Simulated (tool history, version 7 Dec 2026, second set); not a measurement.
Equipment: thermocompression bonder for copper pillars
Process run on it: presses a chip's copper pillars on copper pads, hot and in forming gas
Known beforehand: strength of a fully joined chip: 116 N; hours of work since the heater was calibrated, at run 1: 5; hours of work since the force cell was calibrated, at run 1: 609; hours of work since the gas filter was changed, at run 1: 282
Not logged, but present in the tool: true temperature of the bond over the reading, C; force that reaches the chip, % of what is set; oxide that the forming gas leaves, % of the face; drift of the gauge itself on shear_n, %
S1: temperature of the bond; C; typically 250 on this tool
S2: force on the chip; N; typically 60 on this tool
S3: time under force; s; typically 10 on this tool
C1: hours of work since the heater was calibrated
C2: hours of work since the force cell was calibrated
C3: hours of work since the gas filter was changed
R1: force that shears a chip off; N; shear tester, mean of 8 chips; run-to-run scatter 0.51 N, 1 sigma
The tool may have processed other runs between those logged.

| run | hour | S1 | S2 | S3 | C1 | C2 | C3 | R1 |
|---|---|---|---|---|---|---|---|---|
| 1 | 0 | 250 | 60 | 10 | 5 | 609 | 282 | 52.6 |
| 2 | 24.3 | 250 | 60 | 10 | 22 | 626 | 299 | 52.4 |
| 3 | 39.4 | 250 | 60 | 14 | 33 | 636 | 310 | 58.7 |
| 4 | 65.7 | 250 | 60 | 14 | 51 | 655 | 329 | 58.8 |
| 5 | 79.6 | 250 | 60 | 14 | 61 | 665 | 338 | 58.4 |
| 6 | 102.7 | 250 | 60 | 14 | 77 | 681 | 355 | 58.1 |
| 7 | 129.3 | 250 | 60 | 10 | 96 | 700 | 373 | 52.1 |
| 8 | 147.3 | 250 | 60 | 10 | 109 | 712 | 386 | 51.8 |
|  | 156.2 | forming gas filter changed |
| 9 | 170.9 | 250 | 60 | 10 | 125 | 729 | 10 | 53.5 |
| 10 | 198.7 | 241 | 60 | 10 | 145 | 748 | 30 | 47.3 |
| 11 | 219.8 | 241 | 60 | 10 | 159 | 763 | 45 | 46.9 |
| 12 | 240.1 | 241 | 60 | 10 | 174 | 777 | 59 | 47.1 |
| 13 | 259.4 | 250 | 60 | 10 | 187 | 791 | 73 | 53 |
| 14 | 277.2 | 250 | 60 | 10 | 200 | 804 | 85 | 52.7 |
| 15 | 305.2 | 250 | 60 | 10 | 220 | 823 | 105 | 53.8 |
| 16 | 327.4 | 250 | 60 | 10 | 235 | 839 | 121 | 53.1 |
| 17 | 349.7 | 250 | 60 | 10 | 251 | 855 | 136 | 53.1 |
| 18 | 361.7 | 250 | 60 | 10 | 259 | 863 | 145 | 52.8 |
| 19 | 376.1 | 250 | 60 | 10 | 270 | 873 | 155 | 53.2 |
| 20 | 390 | 250 | 60 | 10 | 279 | 883 | 165 | 52.6 |
| 21 | 403.5 | 250 | 60 | 10 | 289 | 893 | 174 | 52.8 |
| 22 | 421.2 | 233 | 74 | 11 | 301 | 905 | 187 | 55.8 |
| 23 | 441.6 | 233 | 74 | 11 | 316 | 919 | 201 | 55.2 |
| 24 | 463 | 252 | 67 | 6 | 331 | 935 | 216 | 50 |
| 25 | 479.8 | 252 | 67 | 6 | 343 | 946 | 228 | 51.3 |
| 26 | 500.1 | 271 | 75 | 13 | 357 | 961 | 242 | 82 |
| 27 | 515.6 | 271 | 60 | 28 | 368 | 972 | 253 | 85.9 |
| 28 | 539.2 | 250 | 79 | 16 | 385 | 988 | 270 | 78.3 |
| 29 | 567.6 | 230 | 44 | 5 | 405 | 1008 | 290 | 22.2 |
| 30 | 589.3 | 221 | 85 | 6 | 420 | 1024 | 305 | 44.1 |
| 31 | 604.2 | 221 | 85 | 6 | 430 | 1034 | 316 | 44.5 |
| 32 | 631.5 | 221 | 85 | 6 | 450 | 1053 | 335 | 43.4 |
| 33 | 643.6 | 238 | 59 | 22 | 458 | 1062 | 343 | 60.8 |
| 34 | 658 | 249 | 59 | 22 | 468 | 1072 | 354 | 66.9 |
| 35 | 670.6 | 257 | 37 | 8 | 477 | 1081 | 363 | 30.7 |
| 36 | 686.6 | 250 | 53 | 10 | 488 | 1092 | 374 | 46.8 |
| 37 | 700.2 | 237 | 64 | 10 | 498 | 1102 | 383 | 48.2 |
|  | 711.9 | forming gas filter changed |
| 38 | 721.5 | 264 | 60 | 23 | 513 | 1116 | 7 | 78.2 |
| 39 | 747.2 | 227 | 84 | 10 | 531 | 1134 | 25 | 57.1 |

Describe how what the log doesn't record of the tool's condition differs between the last listed run preceding each entry between runs and the first listed run following it.
In the gap between runs 8 and 9: forming gas filter changed (hour 156.2)
  oxide that the forming gas leaves, % of the face: 1.24 -> 0.53
In the gap between runs 37 and 38: forming gas filter changed (hour 711.9)
  oxide that the forming gas leaves, % of the face: 1.29 -> 0.52
